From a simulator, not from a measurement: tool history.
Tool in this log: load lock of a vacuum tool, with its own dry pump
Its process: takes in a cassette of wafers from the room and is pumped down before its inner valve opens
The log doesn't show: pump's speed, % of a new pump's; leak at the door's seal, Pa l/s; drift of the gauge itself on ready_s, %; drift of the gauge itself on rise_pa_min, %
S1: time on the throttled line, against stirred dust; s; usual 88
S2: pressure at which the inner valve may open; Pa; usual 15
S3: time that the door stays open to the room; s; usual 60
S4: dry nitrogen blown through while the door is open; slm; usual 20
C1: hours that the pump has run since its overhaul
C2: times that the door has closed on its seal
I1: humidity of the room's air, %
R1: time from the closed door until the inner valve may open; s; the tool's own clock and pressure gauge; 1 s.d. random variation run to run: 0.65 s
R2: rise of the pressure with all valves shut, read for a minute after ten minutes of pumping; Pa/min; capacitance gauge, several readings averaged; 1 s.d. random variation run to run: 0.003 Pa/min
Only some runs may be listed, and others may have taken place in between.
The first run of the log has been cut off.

{"run": 2, "hour": 135.4, "S1": 88, "S2": 15, "S3": 60, "S4": 20, "C1": 5572, "C2": 13975, "I1": 45.9, "R1": 129.3, "R2": 0.021}
{"run": 3, "hour": 205.7, "S1": 88, "S2": 15, "S3": 60, "S4": 20, "C1": 5642, "C2": 14222, "I1": 40.5, "R1": 129.6, "R2": 0.011}
{"run": 4, "hour": 301.1, "S1": 88, "S2": 15, "S3": 60, "S4": 20, "C1": 5738, "C2": 14556, "I1": 44.0, "R1": 129.9, "R2": 0.021}
{"run": 5, "hour": 390.1, "S1": 88, "S2": 15, "S3": 60, "S4": 22, "C1": 5827, "C2": 14868, "I1": 44.0, "R1": 129.2, "R2": 0.015}
{"run": 6, "hour": 516.9, "S1": 88, "S2": 15, "S3": 60, "S4": 22, "C1": 5953, "C2": 15312, "I1": 42.0, "R1": 129.6, "R2": 0.02}
{"run": 7, "hour": 674.7, "S1": 126, "S2": 15, "S3": 60, "S4": 20, "C1": 6111, "C2": 15865, "I1": 42.6, "R1": 161.6, "R2": 0.019}
{"run": 8, "hour": 764.8, "S1": 126, "S2": 15, "S3": 60, "S4": 20, "C1": 6201, "C2": 16181, "I1": 45.1, "R1": 162.7, "R2": 0.011}
{"run": 9, "hour": 905.3, "S1": 126, "S2": 15, "S3": 60, "S4": 20, "C1": 6342, "C2": 16674, "I1": 44.7, "R1": 162.8, "R2": 0.023}
{"run": 10, "hour": 977.6, "S1": 88, "S2": 15, "S3": 82, "S4": 20, "C1": 6414, "C2": 16927, "I1": 46.0, "R1": 130.3, "R2": 0.025}
{"run": 11, "hour": 1062.2, "S1": 88, "S2": 15, "S3": 82, "S4": 20, "C1": 6499, "C2": 17223, "I1": 44.7, "R1": 128.9, "R2": 0.022}
{"run": 12, "hour": 1128.2, "S1": 88, "S2": 15, "S3": 82, "S4": 20, "C1": 6565, "C2": 17455, "I1": 44.2, "R1": 128.9, "R2": 0.023}
{"run": 13, "hour": 1272.8, "S1": 88, "S2": 15, "S3": 60, "S4": 20, "C1": 6709, "C2": 17962, "I1": 44.3, "R1": 128.9, "R2": 0.012}
{"run": 14, "hour": 1367.5, "S1": 88, "S2": 15, "S3": 60, "S4": 20, "C1": 6804, "C2": 18294, "I1": 45.4, "R1": 128.8, "R2": 0.02}
{"run": 15, "hour": 1464.5, "S1": 88, "S2": 15, "S3": 60, "S4": 20, "C1": 6901, "C2": 18633, "I1": 46.3, "R1": 129.0, "R2": 0.018}
{"run": 16, "hour": 1609.5, "S1": 88, "S2": 15, "S3": 60, "S4": 20, "C1": 7046, "C2": 19142, "I1": 43.2, "R1": 129.2, "R2": 0.016}
{"run": 17, "hour": 1771.4, "S1": 88, "S2": 27, "S3": 60, "S4": 20, "C1": 7208, "C2": 19709, "I1": 46.0, "R1": 125.2, "R2": 0.023}

Run 18 comes next. What will it give?
{"run": 18, "hour": 1844.0, "S1": 88, "S2": 27, "S3": 60, "S4": 20, "C1": 7281, "C2": 19964, "I1": 45.9, "R1": "?", "R2": "?"}

R1: 125.7 s
R2: 0.016 Pa/min
With the hidden condition absent and the run-to-run variation left alone, this run would have shown R1 125.7 s, R2 0.015 Pa/min.
